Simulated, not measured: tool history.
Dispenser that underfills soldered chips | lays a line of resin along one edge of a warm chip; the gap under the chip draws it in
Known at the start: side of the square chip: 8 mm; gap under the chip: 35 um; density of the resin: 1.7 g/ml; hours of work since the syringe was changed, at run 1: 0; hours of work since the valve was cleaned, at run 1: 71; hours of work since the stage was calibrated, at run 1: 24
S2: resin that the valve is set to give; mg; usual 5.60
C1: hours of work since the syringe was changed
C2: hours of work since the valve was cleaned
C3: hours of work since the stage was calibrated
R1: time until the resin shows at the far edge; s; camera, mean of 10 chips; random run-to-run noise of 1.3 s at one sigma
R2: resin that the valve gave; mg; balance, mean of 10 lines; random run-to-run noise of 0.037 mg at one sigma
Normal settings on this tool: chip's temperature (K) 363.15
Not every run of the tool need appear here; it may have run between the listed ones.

run 1 hour=0.0 | chip's_temperature_(K)=363.15 S2=5.60 | C1=0 C2=71 C3=24 | R1=134.9 R2=5.35
run 2 hour=5.7 | chip's_temperature_(K)=363.15 S2=5.60 | C1=5 C2=76 C3=29 | R1=168.3 R2=5.31
-- hour=8.2 new syringe of resin
run 3 hour=11.6 | chip's_temperature_(K)=363.15 S2=5.60 | C1=3 C2=80 C3=33 | R1=149.3 R2=5.31
-- hour=16.8 new syringe of resin
run 4 hour=20.7 | chip's_temperature_(K)=363.15 S2=5.60 | C1=3 C2=87 C3=40 | R1=156.6 R2=5.31
-- hour=25.7 new syringe of resin
run 5 hour=26.8 | chip's_temperature_(K)=363.15 S2=5.60 | C1=1 C2=91 C3=44 | R1=134.6 R2=5.28
run 6 hour=32.3 | chip's_temperature_(K)=363.15 S2=5.88 | C1=5 C2=95 C3=48 | R1=165.7 R2=5.47
-- hour=34.2 new syringe of resin
run 7 hour=36.8 | chip's_temperature_(K)=363.15 S2=5.60 | C1=2 C2=98 C3=51 | R1=145.4 R2=5.20
-- hour=42.6 new syringe of resin
run 8 hour=43.1 | chip's_temperature_(K)=363.15 S2=6.85 | C1=0 C2=103 C3=56 | R1=126.1 R2=6.38
-- hour=47.1 dispensing valve cleaned and set on the balance
run 9 hour=48.9 | chip's_temperature_(K)=363.15 S2=5.49 | C1=4 C2=1 C3=60 | R1=158.2 R2=5.49
-- hour=52.5 new syringe of resin
run 10 hour=57.8 | chip's_temperature_(K)=363.15 S2=5.49 | C1=4 C2=8 C3=66 | R1=161.5 R2=5.45
-- hour=61.1 new syringe of resin
run 11 hour=63.0 | chip's_temperature_(K)=354.15 S2=5.49 | C1=1 C2=12 C3=70 | R1=183.8 R2=5.39
-- hour=69.9 new syringe of resin
run 12 hour=72.2 | chip's_temperature_(K)=354.15 S2=5.49 | C1=2 C2=18 C3=77 | R1=187.3 R2=5.37
-- hour=78.7 new syringe of resin
run 13 hour=80.9 | chip's_temperature_(K)=350.15 S2=5.60 | C1=2 C2=25 C3=83 | R1=215.6 R2=5.49
-- hour=87.2 new syringe of resin
run 14 hour=89.3 | chip's_temperature_(K)=363.15 S2=5.60 | C1=2 C2=31 C3=89 | R1=141.1 R2=5.39
-- hour=95.9 new syringe of resin
run 15 hour=97.9 | chip's_temperature_(K)=360.15 S2=7.12 | C1=2 C2=37 C3=95 | R1=151.9 R2=6.86
-- hour=104.6 new syringe of resin
run 16 hour=104.7 | chip's_temperature_(K)=350.15 S2=6.93 | C1=0 C2=42 C3=100 | R1=188.1 R2=6.69
-- hour=113.1 new syringe of resin
run 17 hour=114.5 | chip's_temperature_(K)=355.15 S2=5.83 | C1=1 C2=50 C3=108 | R1=170.8 R2=5.59
-- hour=121.5 new syringe of resin
run 18 hour=122.7 | chip's_temperature_(K)=356.15 S2=6.77 | C1=1 C2=56 C3=114 | R1=162.7 R2=6.53
-- hour=130.3 new syringe of resin
run 19 hour=132.7 | chip's_temperature_(K)=363.15 S2=5.73 | C1=2 C2=63 C3=121 | R1=140.7 R2=5.49
-- hour=139.3 new syringe of resin
run 20 hour=142.0 | chip's_temperature_(K)=363.15 S2=5.73 | C1=2 C2=70 C3=128 | R1=141.8 R2=5.41
-- hour=147.8 new syringe of resin
run 21 hour=151.7 | chip's_temperature_(K)=376.15 S2=7.29 | C1=3 C2=77 C3=135 | R1=98.9 R2=6.89
-- hour=156.1 new syringe of resin
run 22 hour=157.5 | chip's_temperature_(K)=374.15 S2=5.12 | C1=1 C2=81 C3=139 | R1=100.6 R2=4.75
run 23 hour=162.2 | chip's_temperature_(K)=374.15 S2=5.12 | C1=5 C2=85 C3=143 | R1=121.4 R2=4.84
-- hour=164.6 new syringe of resin
run 24 hour=172.1 | chip's_temperature_(K)=357.15 S2=5.99 | C1=6 C2=92 C3=150 | R1=207.0 R2=5.60
-- hour=173.4 new syringe of resin
run 25 hour=177.8 | chip's_temperature_(K)=357.15 S2=5.99 | C1=3 C2=96 C3=154 | R1=178.9 R2=5.53
-- hour=182.2 new syringe of resin
run 26 hour=187.2 | chip's_temperature_(K)=353.15 S2=7.13 | C1=4 C2=103 C3=161 | R1=208.8 R2=6.58
-- hour=190.9 new syringe of resin
-- hour=191.9 dispensing valve cleaned and set on the balance
run 27 hour=193.5 | chip's_temperature_(K)=353.15 S2=7.13 | C1=1 C2=1 C3=165 | R1=182.6 R2=7.13
run 28 hour=199.0 | chip's_temperature_(K)=370.15 S2=4.83 | C1=5 C2=5 C3=169 | R1=144.0 R2=4.84

Take each entry between the runs: how does the hidden state at the last listed run before it differ from the hidden state at the first listed run after it?
Run 2 -> run 3: new syringe of resin (hour 8.2)
  resin's viscosity, % of fresh resin's: 130.3 -> 115.2; dose that the valve gives, % of what is set: 94.8 -> 94.52; true chip temperature over the reading, C: 0.18 -> 0.21
  measured value less the no-hidden-state value, R1: +39.8 -> +20.3 s; R2: -0.29 -> -0.30 mg
Run 3 -> run 4: new syringe of resin (hour 16.8)
  resin's viscosity, % of fresh resin's: 115.2 -> 116.9; dose that the valve gives, % of what is set: 94.52 -> 94.08; true chip temperature over the reading, C: 0.21 -> 0.26
  measured value less the no-hidden-state value, R1: +20.3 -> +23.2 s; R2: -0.30 -> -0.33 mg
Run 4 -> run 5: new syringe of resin (hour 25.7)
  resin's viscosity, % of fresh resin's: 116.9 -> 103.5; dose that the valve gives, % of what is set: 94.08 -> 93.77; true chip temperature over the reading, C: 0.26 -> 0.29
  measured value less the no-hidden-state value, R1: +23.2 -> +5.1 s; R2: -0.33 -> -0.35 mg
Run 6 -> run 7: new syringe of resin (hour 34.2)
  resin's viscosity, % of fresh resin's: 130.5 -> 110.5; dose that the valve gives, % of what is set: 93.51 -> 93.3; true chip temperature over the reading, C: 0.32 -> 0.35
  measured value less the no-hidden-state value, R1: +38.8 -> +14.1 s; R2: -0.38 -> -0.37 mg
Run 7 -> run 8: new syringe of resin (hour 42.6)
  resin's viscosity, % of fresh resin's: 110.5 -> 100.8; dose that the valve gives, % of what is set: 93.3 -> 93; true chip temperature over the reading, C: 0.35 -> 0.38
  measured value less the no-hidden-state value, R1: +14.1 -> +0.2 s; R2: -0.37 -> -0.48 mg
Run 8 -> run 9: dispensing valve cleaned and set on the balance (hour 47.1)
  resin's viscosity, % of fresh resin's: 100.8 -> 123.2; dose that the valve gives, % of what is set: 93 -> 99.42; true chip temperature over the reading, C: 0.38 -> 0.41
  measured value less the no-hidden-state value, R1: +0.2 -> +28.4 s; R2: -0.48 -> -0.03 mg
Run 9 -> run 10: new syringe of resin (hour 52.5)
  resin's viscosity, % of fresh resin's: 123.2 -> 123.8; dose that the valve gives, % of what is set: 99.42 -> 98.96; true chip temperature over the reading, C: 0.41 -> 0.46
  measured value less the no-hidden-state value, R1: +28.4 -> +29.5 s; R2: -0.03 -> -0.06 mg
Run 10 -> run 11: new syringe of resin (hour 61.1)
  resin's viscosity, % of fresh resin's: 123.8 -> 107.3; dose that the valve gives, % of what is set: 98.96 -> 98.69; true chip temperature over the reading, C: 0.46 -> 0.48
  measured value less the no-hidden-state value, R1: +29.5 -> +10.2 s; R2: -0.06 -> -0.07 mg
Run 11 -> run 12: new syringe of resin (hour 69.9)
  resin's viscosity, % of fresh resin's: 107.3 -> 109.7; dose that the valve gives, % of what is set: 98.69 -> 98.23; true chip temperature over the reading, C: 0.48 -> 0.53
  measured value less the no-hidden-state value, R1: +10.2 -> +14.3 s; R2: -0.07 -> -0.09 mg
Run 12 -> run 13: new syringe of resin (hour 78.7)
  resin's viscosity, % of fresh resin's: 109.7 -> 111; dose that the valve gives, % of what is set: 98.23 -> 97.8; true chip temperature over the reading, C: 0.53 -> 0.58
  measured value less the no-hidden-state value, R1: +14.3 -> +18.5 s; R2: -0.09 -> -0.12 mg
Run 13 -> run 14: new syringe of resin (hour 87.2)
  resin's viscosity, % of fresh resin's: 111 -> 109.1; dose that the valve gives, % of what is set: 97.8 -> 97.41; true chip temperature over the reading, C: 0.58 -> 0.63
  measured value less the no-hidden-state value, R1: +18.5 -> +9.9 s; R2: -0.12 -> -0.14 mg
Run 14 -> run 15: new syringe of resin (hour 95.9)
  dose that the valve gives, % of what is set: 97.41 -> 96.97; true chip temperature over the reading, C: 0.63 -> 0.67
  measured value less the no-hidden-state value, R1: +9.9 -> +10.0 s; R2: -0.14 -> -0.22 mg
Run 15 -> run 16: new syringe of resin (hour 104.6)
  resin's viscosity, % of fresh resin's: 109.1 -> 100.3; dose that the valve gives, % of what is set: 96.97 -> 96.62; true chip temperature over the reading, C: 0.67 -> 0.71
  measured value less the no-hidden-state value, R1: +10.0 -> -3.5 s; R2: -0.22 -> -0.23 mg
Run 16 -> run 17: new syringe of resin (hour 113.1)
  resin's viscosity, % of fresh resin's: 100.3 -> 105.6; dose that the valve gives, % of what is set: 96.62 -> 96.1; true chip temperature over the reading, C: 0.71 -> 0.76
  measured value less the no-hidden-state value, R1: -3.5 -> +6.2 s; R2: -0.23 -> -0.22 mg
Run 17 -> run 18: new syringe of resin (hour 121.5)
  resin's viscosity, % of fresh resin's: 105.6 -> 105.9; dose that the valve gives, % of what is set: 96.1 -> 95.65; true chip temperature over the reading, C: 0.76 -> 0.8
  measured value less the no-hidden-state value, R1: +6.2 -> +5.7 s; R2: -0.22 -> -0.30 mg
Run 18 -> run 19: new syringe of resin (hour 130.3)
  resin's viscosity, % of fresh resin's: 105.9 -> 110.8; dose that the valve gives, % of what is set: 95.65 -> 95.15; true chip temperature over the reading, C: 0.8 -> 0.85
  measured value less the no-hidden-state value, R1: +5.7 -> +11.5 s; R2: -0.30 -> -0.27 mg
Run 19 -> run 20: new syringe of resin (hour 139.3)
  resin's viscosity, % of fresh resin's: 110.8 -> 111.2; dose that the valve gives, % of what is set: 95.15 -> 94.67; true chip temperature over the reading, C: 0.85 -> 0.9
  measured value less the no-hidden-state value, R1: +11.5 -> +12.0 s; R2: -0.27 -> -0.31 mg
Run 20 -> run 21: new syringe of resin (hour 147.8)
  resin's viscosity, % of fresh resin's: 111.2 -> 119.1; dose that the valve gives, % of what is set: 94.67 -> 94.23; true chip temperature over the reading, C: 0.9 -> 0.96
  measured value less the no-hidden-state value, R1: +12.0 -> +13.7 s; R2: -0.31 -> -0.42 mg
Run 21 -> run 22: new syringe of resin (hour 156.1)
  resin's viscosity, % of fresh resin's: 119.1 -> 105.2; dose that the valve gives, % of what is set: 94.23 -> 93.97; true chip temperature over the reading, C: 0.96 -> 0.99
  measured value less the no-hidden-state value, R1: +13.7 -> +3.9 s; R2: -0.42 -> -0.31 mg
Run 23 -> run 24: new syringe of resin (hour 164.6)
  resin's viscosity, % of fresh resin's: 128.2 -> 134.7; dose that the valve gives, % of what is set: 93.73 -> 93.21; true chip temperature over the reading, C: 1.02 -> 1.07
  measured value less the no-hidden-state value, R1: +25.7 -> +49.8 s; R2: -0.32 -> -0.41 mg
Run 24 -> run 25: new syringe of resin (hour 173.4)
  resin's viscosity, % of fresh resin's: 134.7 -> 118.2; dose that the valve gives, % of what is set: 93.21 -> 92.93; true chip temperature over the reading, C: 1.07 -> 1.1
  measured value less the no-hidden-state value, R1: +49.8 -> +23.9 s; R2: -0.41 -> -0.42 mg
Run 25 -> run 26: new syringe of resin (hour 182.2)
  resin's viscosity, % of fresh resin's: 118.2 -> 124.3; dose that the valve gives, % of what is set: 92.93 -> 92.48; true chip temperature over the reading, C: 1.1 -> 1.16
  measured value less the no-hidden-state value, R1: +23.9 -> +35.2 s; R2: -0.42 -> -0.53 mg
Run 26 -> run 27: new syringe of resin (hour 190.9); dispensing valve cleaned and set on the balance (hour 191.9)
  resin's viscosity, % of fresh resin's: 124.3 -> 108.4; dose that the valve gives, % of what is set: 92.48 -> 99.95; true chip temperature over the reading, C: 1.16 -> 1.18
  measured value less the no-hidden-state value, R1: +35.2 -> +7.6 s; R2: -0.53 -> +0.00 mg
